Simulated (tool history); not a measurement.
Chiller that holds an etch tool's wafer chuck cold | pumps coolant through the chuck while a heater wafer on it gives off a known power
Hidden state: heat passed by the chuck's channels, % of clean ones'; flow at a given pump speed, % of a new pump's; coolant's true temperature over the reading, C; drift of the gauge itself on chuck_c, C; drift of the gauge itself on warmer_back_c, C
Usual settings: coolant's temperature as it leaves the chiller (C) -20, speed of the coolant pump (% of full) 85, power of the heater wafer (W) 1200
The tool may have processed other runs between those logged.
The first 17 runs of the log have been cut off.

run	hour	coolant's temperature as it leaves the chiller (C)	speed of the coolant pump (% of full)	power of the heater wafer (W)	hours since the coolant was changed and the channels were flushed	hours since the pump was overhauled	hours since the chiller's thermometer was calibrated	chuck's temperature once it has settled (C)	how much warmer the coolant comes back (C)
# hour 1019.1: chiller's thermometer calibrated
18	1054.0	-16	89	1526	5237	3957	35	-2.1	3.89
19	1098.1	-11	91	953	5282	4001	79	-2.5	2.31
20	1165.9	-14	85	1104	5349	4068	147	-3.6	2.84
21	1221.6	-14	85	1104	5405	4124	203	-3.7	2.94
22	1277.1	-20	85	1100	5460	4180	258	-9.7	2.91
23	1324.0	-20	85	1332	5507	4227	305	-7.5	3.50
24	1376.5	-11	76	1200	5560	4279	357	1.1	3.51
25	1427.5	-11	88	906	5611	4330	408	-2.7	2.24
26	1474.8	-20	69	684	5658	4377	456	-12.6	2.20
27	1532.5	-18	83	1156	5716	4435	513	-7.0	3.10
28	1611.7	-18	83	1156	5795	4514	593	-7.1	3.12
29	1689.2	-28	85	1671	5873	4592	670	-12.2	4.36
30	1736.6	-28	85	1671	5920	4639	717	-12.4	4.38
31	1799.1	-28	85	1671	5983	4702	780	-12.3	4.35

Each row is a separate what-if for the run after 31, all from the same tool condition, not one after another. Results?
A	1839.5	-28	85	1440	6023	4742	820	?	?
B	1839.5	-28	68	1200	6023	4742	820	?	?
C	1839.5	-28	85	1124	6023	4742	820	?	?
D	1839.5	-28	85	923	6023	4742	820	?	?
E	1839.5	-11	99	601	6023	4742	820	?	?

run	chuck's temperature once it has settled (C)	how much warmer the coolant comes back (C)
A	-14.5	3.78
B	-14.9	3.91
C	-17.5	2.92
D	-19.5	2.39
E	-6.0	1.40
Had the tool no hidden state, the same runs would have come out as:
run	chuck's temperature once it has settled (C)	how much warmer the coolant comes back (C)
A	-14.5	3.78
B	-14.9	3.91
C	-17.5	2.92
D	-19.5	2.39
E	-6.0	1.40
